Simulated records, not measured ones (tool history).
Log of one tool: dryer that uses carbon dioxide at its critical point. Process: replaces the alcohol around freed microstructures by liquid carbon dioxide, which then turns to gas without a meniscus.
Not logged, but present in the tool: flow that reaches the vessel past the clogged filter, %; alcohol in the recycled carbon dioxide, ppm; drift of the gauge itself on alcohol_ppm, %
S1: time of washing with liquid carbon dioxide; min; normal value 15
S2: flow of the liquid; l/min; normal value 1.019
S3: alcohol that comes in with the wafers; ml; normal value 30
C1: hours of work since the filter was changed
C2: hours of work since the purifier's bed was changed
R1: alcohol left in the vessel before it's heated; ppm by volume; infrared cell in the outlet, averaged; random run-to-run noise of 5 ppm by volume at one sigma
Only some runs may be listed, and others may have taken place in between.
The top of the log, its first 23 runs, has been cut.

run	day	S1	S2	S3	C1	C2	R1
# day 43.992: inlet filter changed
24	44.55	20	0.67	46	6	140	102
25	46.504	20	0.67	46	29	162	110
26	48.988	20	0.67	46	58	191	124
27	50.942	20	1.09	46	81	214	44
28	52.542	20	1.09	46	99	232	42
29	54.767	15	0.67	30	125	258	347
30	56.754	17	1.03	55	148	281	82
31	58.521	17	1.03	55	168	301	94
# day 60.146: inlet filter changed
32	60.608	13	1.16	55	5	325	100
33	62.496	19	0.75	73	27	347	145
34	64.342	24	0.75	104	49	368	91
35	66.258	13	1.06	30	71	391	111
36	67.938	13	1.06	30	90	410	123
37	70.675	19	0.99	57	122	442	97
38	72.229	19	1.17	25	140	460	80
39	74.604	9	1.16	56	167	487	620

3 options for the next run, each taken on its own from the tool as it stands now. Forecast them:
# day 76.254: inlet filter changed
A	77.062	10	1.53	56	9	515	?
# day 76.254: inlet filter changed
B	77.062	15	1.18	55	9	515	?
# day 76.254: inlet filter changed
C	77.062	9	0.82	43	9	515	?

run	R1
A	121
B	90
C	986
Stripped of hidden state, with their random variation kept, the same runs would have yielded:
run	R1
A	44
B	14
C	888
